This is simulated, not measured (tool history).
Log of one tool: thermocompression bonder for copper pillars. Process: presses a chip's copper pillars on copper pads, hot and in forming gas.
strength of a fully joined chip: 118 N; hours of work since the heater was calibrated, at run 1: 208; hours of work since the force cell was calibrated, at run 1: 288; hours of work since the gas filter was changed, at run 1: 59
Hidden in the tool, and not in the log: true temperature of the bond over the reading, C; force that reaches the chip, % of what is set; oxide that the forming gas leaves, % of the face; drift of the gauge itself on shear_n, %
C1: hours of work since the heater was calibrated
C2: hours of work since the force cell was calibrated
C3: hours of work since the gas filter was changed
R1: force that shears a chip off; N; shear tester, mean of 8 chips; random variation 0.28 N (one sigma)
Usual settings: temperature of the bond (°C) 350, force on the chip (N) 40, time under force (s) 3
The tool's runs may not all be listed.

Run 1, hour 0: usual settings; C1 208; C2 288; C3 59. Result: R1 47.2 N.
Run 2, hour 4.5: usual settings; C1 211; C2 291; C3 62. Result: R1 47.2 N.
Run 3, hour 9.6: usual settings; C1 214; C2 294; C3 65. Result: R1 46.8 N.
Run 4, hour 16.2: usual settings but time under force (s) 9; C1 218; C2 298; C3 69. Result: R1 68.9 N.
Run 5, hour 21.6: usual settings but temperature of the bond (°C) 348, time under force (s) 9; C1 221; C2 301; C3 72. Result: R1 67.9 N.
Run 6, hour 27.9: usual settings but force on the chip (N) 46; C1 225; C2 304; C3 76. Result: R1 50.4 N.
Run 7, hour 32.9: usual settings but force on the chip (N) 46, time under force (s) 2; C1 228; C2 307; C3 79. Result: R1 43.1 N.
Run 8, hour 36.8: usual settings; C1 230; C2 310; C3 81. Result: R1 47 N.
Run 9, hour 42.8: usual settings; C1 234; C2 313; C3 84. Result: R1 46.6 N.
Run 10, hour 50.4: usual settings; C1 238; C2 318; C3 89. Result: R1 46.3 N.
Run 11, hour 57.9: usual settings; C1 243; C2 322; C3 93. Result: R1 46.3 N.
Run 12, hour 63.8: usual settings; C1 246; C2 326; C3 97. Result: R1 46.3 N.
Run 13, hour 72.3: usual settings; C1 251; C2 331; C3 102. Result: R1 46.7 N.
Run 14, hour 77.6: usual settings; C1 254; C2 334; C3 105. Result: R1 46.7 N.
Run 15, hour 84.6: usual settings but temperature of the bond (°C) 342; C1 258; C2 338; C3 109. Result: R1 43.5 N.
Run 16, hour 92.3: usual settings but temperature of the bond (°C) 342; C1 263; C2 342; C3 114. Result: R1 43.3 N.
Run 17, hour 97.7: usual settings but temperature of the bond (°C) 342; C1 266; C2 346; C3 117. Result: R1 43.2 N.
Run 18, hour 101.9: usual settings but force on the chip (N) 39, time under force (s) 6; C1 269; C2 348; C3 119. Result: R1 58.5 N.
Run 19, hour 106.7: usual settings but temperature of the bond (°C) 360, force on the chip (N) 30, time under force (s) 4; C1 271; C2 351; C3 122. Result: R1 48.9 N.
Run 20, hour 114.5: usual settings but temperature of the bond (°C) 360, force on the chip (N) 30, time under force (s) 4; C1 276; C2 356; C3 127. Result: R1 48.6 N.
Run 21, hour 118.6: usual settings but temperature of the bond (°C) 342, force on the chip (N) 30; C1 278; C2 358; C3 129. Result: R1 37.6 N.
Run 22, hour 125.3: usual settings but temperature of the bond (°C) 330, force on the chip (N) 26, time under force (s) 4; C1 282; C2 362; C3 133. Result: R1 34.4 N.
Run 23, hour 129.9: usual settings but temperature of the bond (°C) 338, force on the chip (N) 25, time under force (s) 4; C1 285; C2 365; C3 136. Result: R1 36.3 N.
Run 24, hour 137.7: usual settings but temperature of the bond (°C) 337, force on the chip (N) 58, time under force (s) 4; C1 290; C2 369; C3 140. Result: R1 54.3 N.
Run 25, hour 143.7: usual settings but temperature of the bond (°C) 338, force on the chip (N) 36, time under force (s) 7; C1 293; C2 373; C3 144. Result: R1 54 N.
Run 26, hour 148.7: usual settings but temperature of the bond (°C) 331, force on the chip (N) 28, time under force (s) 4; C1 296; C2 376; C3 147. Result: R1 35.9 N.
Run 27, hour 156.3: usual settings but temperature of the bond (°C) 331, force on the chip (N) 28, time under force (s) 4; C1 301; C2 380; C3 151. Result: R1 35.6 N.
Run 28, hour 165.2: usual settings but temperature of the bond (°C) 340, force on the chip (N) 37, time under force (s) 8; C1 306; C2 385; C3 157. Result: R1 57.2 N.
Run 29, hour 169.5: usual settings but temperature of the bond (°C) 371; C1 308; C2 388; C3 159. Result: R1 54.4 N.
Run 30, hour 173.6: usual settings but temperature of the bond (°C) 373, force on the chip (N) 52; C1 311; C2 390; C3 162. Result: R1 61.8 N.
Run 31, hour 181.9: usual settings but temperature of the bond (°C) 373, force on the chip (N) 52; C1 316; C2 395; C3 167. Result: R1 61.5 N.
At hour 185: forming gas filter changed.
Run 32, hour 187.4: usual settings but temperature of the bond (°C) 342, force on the chip (N) 31, time under force (s) 4; C1 319; C2 398; C3 1. Result: R1 44 N.
Run 33, hour 195.9: usual settings but temperature of the bond (°C) 360, force on the chip (N) 27, time under force (s) 7; C1 324; C2 403; C3 6. Result: R1 58.7 N.
Run 34, hour 201.8: usual settings but temperature of the bond (°C) 360, force on the chip (N) 27, time under force (s) 7; C1 327; C2 407; C3 10. Result: R1 59.2 N.

Hidden state or all else? Some run-to-run changes of R1, split into what the settings, what came in and random variation would give without the hidden state, and what is left for the hidden state (with any gauge scatter that isn't in both results):
Run 3 -> 4: time under force (s) 3 -> 9. R1 +22.1 N: hidden state -0.8, all else +22.9.
Run 23 -> 24: temperature of the bond (°C) 338 -> 337, force on the chip (N) 25 -> 58. R1 +18 N: hidden state -1.2, all else +19.2.
Run 25 -> 26: temperature of the bond (°C) 338 -> 331, force on the chip (N) 36 -> 28, time under force (s) 7 -> 4. R1 -18.1 N: hidden state +1.1, all else -19.2.
Run 27 -> 28: temperature of the bond (°C) 331 -> 340, force on the chip (N) 28 -> 37, time under force (s) 4 -> 8. R1 +21.6 N: hidden state -1.5, all else +23.1.
Run 31 -> 32: temperature of the bond (°C) 373 -> 342, force on the chip (N) 52 -> 31, time under force (s) 3 -> 4, forming gas filter changed. R1 -17.5 N: hidden state +3.4, all else -20.9.
